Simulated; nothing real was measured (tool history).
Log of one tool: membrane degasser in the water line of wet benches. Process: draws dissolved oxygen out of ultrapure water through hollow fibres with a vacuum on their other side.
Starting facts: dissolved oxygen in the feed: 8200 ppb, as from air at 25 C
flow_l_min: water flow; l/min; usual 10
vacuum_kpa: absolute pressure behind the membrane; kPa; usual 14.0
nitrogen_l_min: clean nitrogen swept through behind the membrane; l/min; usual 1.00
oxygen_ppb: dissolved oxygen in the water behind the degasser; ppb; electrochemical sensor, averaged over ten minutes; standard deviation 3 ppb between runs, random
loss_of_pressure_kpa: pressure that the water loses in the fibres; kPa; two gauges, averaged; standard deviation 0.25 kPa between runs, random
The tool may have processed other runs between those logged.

| run | hour | flow_l_min | vacuum_kpa | nitrogen_l_min | oxygen_ppb | loss_of_pressure_kpa |
|---|---|---|---|---|---|---|
| 1 | 0.0 | 10 | 14.0 | 1.00 | 299.1 | 67.63 |
| 2 | 244.7 | 10 | 14.0 | 1.16 | 265.6 | 67.51 |
| 3 | 566.2 | 10 | 14.0 | 1.16 | 266.1 | 67.58 |
| 4 | 801.5 | 10 | 14.0 | 1.16 | 267.4 | 67.74 |
| 5 | 1119.3 | 10 | 14.0 | 1.00 | 301.5 | 67.64 |
| 6 | 1352.1 | 10 | 14.0 | 1.00 | 299.0 | 67.39 |
|  | 1626.8 | vacuum gauge calibrated |
| 7 | 1649.9 | 10 | 14.0 | 1.00 | 295.7 | 67.39 |
| 8 | 1976.8 | 10 | 14.0 | 0.45 | 548.7 | 67.66 |
| 9 | 2254.2 | 10 | 14.0 | 1.00 | 297.2 | 67.56 |
| 10 | 2492.4 | 10 | 14.0 | 1.00 | 299.8 | 67.56 |
| 11 | 2828.3 | 10 | 14.0 | 1.00 | 297.7 | 67.80 |
| 12 | 3096.9 | 10 | 14.0 | 1.00 | 296.0 | 67.26 |
| 13 | 3267.1 | 10 | 14.0 | 1.00 | 293.0 | 67.80 |
| 14 | 3453.4 | 10 | 14.0 | 1.00 | 299.3 | 68.04 |
| 15 | 3762.8 | 10 | 14.0 | 1.00 | 299.1 | 67.62 |
| 16 | 4105.3 | 10 | 14.0 | 1.00 | 298.3 | 67.38 |
| 17 | 4379.9 | 10 | 14.0 | 1.90 | 191.7 | 67.71 |
| 18 | 4615.4 | 10 | 34.4 | 1.88 | 435.0 | 67.67 |

Estimate the outcome of run 19 from the log above:
| 19 | 4925.6 | 10 | 34.4 | 1.88 | ? | ? |

Run 19 produced oxygen_ppb 437.3 ppb, loss_of_pressure_kpa 67.84 kPa.
Were there no unlogged condition in the tool, this run, its random variation unchanged, would have produced oxygen_ppb 437.0 ppb, loss_of_pressure_kpa 67.80 kPa.
